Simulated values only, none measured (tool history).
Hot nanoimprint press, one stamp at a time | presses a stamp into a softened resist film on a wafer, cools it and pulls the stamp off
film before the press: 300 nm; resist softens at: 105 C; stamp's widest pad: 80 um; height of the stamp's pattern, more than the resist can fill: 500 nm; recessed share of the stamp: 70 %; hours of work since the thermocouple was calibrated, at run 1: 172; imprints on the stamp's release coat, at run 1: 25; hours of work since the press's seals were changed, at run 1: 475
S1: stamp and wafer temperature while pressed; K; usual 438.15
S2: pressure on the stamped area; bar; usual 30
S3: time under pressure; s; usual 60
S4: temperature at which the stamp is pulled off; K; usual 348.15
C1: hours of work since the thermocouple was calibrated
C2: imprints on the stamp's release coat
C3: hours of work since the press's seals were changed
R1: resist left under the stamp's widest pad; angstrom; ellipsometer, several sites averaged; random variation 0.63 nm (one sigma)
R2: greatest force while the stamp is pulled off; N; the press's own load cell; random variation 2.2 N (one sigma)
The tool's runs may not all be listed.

run,hour,S1,S2,S3,S4,C1,C2,C3,R1,R2
1,0,438.15,30,60,348.15,172,25,475,1594,179
2,57.3,438.15,30,70,348.15,199,143,502,1515,177
3,134.1,438.15,30,60,339.15,236,302,539,1597,182
4,203.3,438.15,30,60,339.15,269,444,572,1583,185
5,265.1,438.15,30,60,348.15,298,572,602,1592,176
6,305.4,438.15,30,60,348.15,318,655,621,1608,177
7,383.8,438.15,30,60,348.15,355,816,659,1594,176
# hour 423.5: plate thermocouple calibrated
8,447.7,440.15,30,60,348.15,12,942,688,1447,178
9,517,431.15,30,60,348.15,45,1085,721,2167,177
10,586.9,431.15,30,60,348.15,78,1229,755,2173,173
# hour 664.6: stamp cleaned and given a new release coat
11,672.1,431.15,30,60,348.15,116,15,792,2184,174
12,725.1,431.15,30,60,338.15,141,125,818,2159,188
13,777.7,431.15,30,60,338.15,167,233,843,2181,180
14,815.1,426.15,30,60,348.15,185,310,861,2576,175
# hour 882.7: press's hydraulic seals changed and the load cell set to zero
15,887.4,426.15,30,60,348.15,215,443,2,2563,174
16,965.1,438.15,30,119,349.15,253,603,39,1295,178
17,1014.6,441.15,33.7,119,349.15,276,705,63,1030,174
18,1087.9,426.15,38.1,60,342.15,311,856,98,2393,181
19,1166.2,430.15,38.1,60,342.15,349,1018,136,2070,181
20,1210.9,438.15,30,80,348.15,370,1110,157,1473,176
# hour 1220.4: plate thermocouple calibrated
21,1267.3,438.15,28.3,60,348.15,22,1220,183,1660,178
22,1305.7,434.15,30,43,348.15,41,1299,201,2102,174
# hour 1347.8: stamp cleaned and given a new release coat
23,1388.5,440.15,30,39,335.15,78,83,238,1669,188
24,1453.3,441.15,28,84,341.15,109,217,269,1288,183
25,1491.5,441.15,28,84,341.15,127,296,287,1295,182
26,1541.6,441.15,28,84,341.15,151,399,311,1303,185
27,1620.1,441.15,28,78,341.15,188,561,349,1328,183
28,1688.7,431.15,22.8,60,348.15,221,703,381,2424,172
29,1748,431.15,22.8,60,338.15,250,825,410,2426,184
30,1822.3,431.15,22.8,60,338.15,285,978,445,2416,189

3 ways to go on from here, each from the tool as it stands after run 30. What would each give?
A,1872.5,442.15,38.1,60,348.15,309,1082,469,?,?
B,1872.5,438.15,29.8,60,348.15,309,1082,469,?,?
C,1872.5,432.15,30.3,60,348.15,309,1082,469,?,?

run,R1,R2
A,1156,176
B,1631,176
C,2116,181
Without the tool's hidden state the same runs would have given:
run,R1,R2
A,1133,176
B,1599,175
C,2074,181
